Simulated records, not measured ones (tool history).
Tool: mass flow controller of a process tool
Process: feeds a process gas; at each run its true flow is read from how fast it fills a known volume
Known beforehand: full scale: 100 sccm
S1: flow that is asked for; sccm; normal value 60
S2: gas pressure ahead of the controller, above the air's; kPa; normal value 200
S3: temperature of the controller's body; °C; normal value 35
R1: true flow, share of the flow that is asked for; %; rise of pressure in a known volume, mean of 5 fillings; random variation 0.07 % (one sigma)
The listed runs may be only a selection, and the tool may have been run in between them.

Run 1, hour 0: usual settings. Result: R1 98.1 %.
Run 2, hour 99.2: usual settings. Result: R1 98.05 %.
Run 3, hour 165: usual settings. Result: R1 98.16 %.
Run 4, hour 252: usual settings. Result: R1 98.11 %.
Run 5, hour 313.1: usual settings. Result: R1 98.16 %.
Run 6, hour 408.7: usual settings but S2 223 kPa, S3 21 °C. Result: R1 98.78 %.

Predict the results of run 7:
Run 7, hour 515: usual settings but S2 184 kPa, S3 23 °C. Result: R1 ?.

Run 7 yielded R1 99.02 %.
With the hidden condition absent and the run-to-run variation left alone, this run would have shown R1 98.84 %.
